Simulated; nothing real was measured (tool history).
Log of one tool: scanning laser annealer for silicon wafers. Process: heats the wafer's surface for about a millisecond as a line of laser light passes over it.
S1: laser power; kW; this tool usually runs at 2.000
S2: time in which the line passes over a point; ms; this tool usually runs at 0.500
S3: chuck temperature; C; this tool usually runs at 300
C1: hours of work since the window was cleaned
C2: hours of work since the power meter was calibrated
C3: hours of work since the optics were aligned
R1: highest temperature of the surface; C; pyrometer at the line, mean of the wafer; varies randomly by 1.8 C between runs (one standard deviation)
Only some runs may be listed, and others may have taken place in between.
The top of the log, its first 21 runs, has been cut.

At hour 1180.5: optics aligned, line set to its width.
Run 22, hour 1191.6: usual settings but S2 0.386 ms, S3 291 C; C1 770; C2 1113; C3 7. Result: R1 881 C.
At hour 1252.6: window over the wafer cleaned.
Run 23, hour 1271.4: usual settings but S1 1.725 kW, S2 0.393 ms, S3 296 C; C1 12; C2 1164; C3 58. Result: R1 836 C.
Run 24, hour 1357.3: usual settings but S1 1.725 kW, S2 0.393 ms, S3 296 C; C1 69; C2 1220; C3 115. Result: R1 839 C.
Run 25, hour 1411.1: usual settings but S1 2.104 kW, S2 0.444 ms, S3 281 C; C1 104; C2 1255; C3 150. Result: R1 985 C.
Run 26, hour 1480.1: usual settings but S1 2.104 kW, S2 0.444 ms, S3 281 C; C1 149; C2 1301; C3 195. Result: R1 982 C.
Run 27, hour 1520.2: usual settings but S1 1.999 kW, S2 0.590 ms, S3 312 C; C1 176; C2 1327; C3 222. Result: R1 1078 C.
Run 28, hour 1586.9: usual settings but S1 2.071 kW; C1 219; C2 1371; C3 265. Result: R1 1026 C.
Run 29, hour 1672.9: usual settings but S1 2.071 kW; C1 276; C2 1427; C3 322. Result: R1 1023 C.
Run 30, hour 1726.1: usual settings but S1 1.963 kW, S2 0.604 ms, S3 338 C; C1 311; C2 1462; C3 357. Result: R1 1090 C.
Run 31, hour 1780.6: usual settings but S1 1.963 kW, S2 0.604 ms, S3 338 C; C1 347; C2 1498; C3 393. Result: R1 1088 C.
Run 32, hour 1839.5: usual settings but S2 0.379 ms, S3 290 C; C1 385; C2 1537; C3 431. Result: R1 893 C.
Run 33, hour 1927.9: usual settings but S1 2.127 kW, S2 0.409 ms; C1 443; C2 1595; C3 489. Result: R1 963 C.
Run 34, hour 1966.1: usual settings but S1 2.034 kW, S2 0.576 ms, S3 331 C; C1 468; C2 1620; C3 514. Result: R1 1077 C.
Run 35, hour 2036.7: usual settings but S1 2.034 kW, S2 0.471 ms, S3 306 C; C1 515; C2 1666; C3 561. Result: R1 981 C.
Run 36, hour 2083.3: usual settings but S2 0.606 ms; C1 545; C2 1697; C3 591. Result: R1 1053 C.

Below are 3 alternative next runs, each starting from the tool's condition after run 36. Predict each:
Run A, hour 2168.9: usual settings but S1 1.924 kW, S2 0.606 ms, S3 321 C; C1 602; C2 1753; C3 648. Result: R1 ?.
Run B, hour 2168.9: usual settings but S1 1.759 kW, S2 0.611 ms; C1 602; C2 1753; C3 648. Result: R1 ?.
Run C, hour 2168.9: usual settings but S1 2.021 kW, S2 0.468 ms, S3 305 C; C1 602; C2 1753; C3 648. Result: R1 ?.

run    R1
  A  1041
  B   960
  C   972
The same runs, with their run-to-run variation unchanged, on a tool lacking any hidden condition would have given:
run    R1
  A  1067
  B   983
  C   996
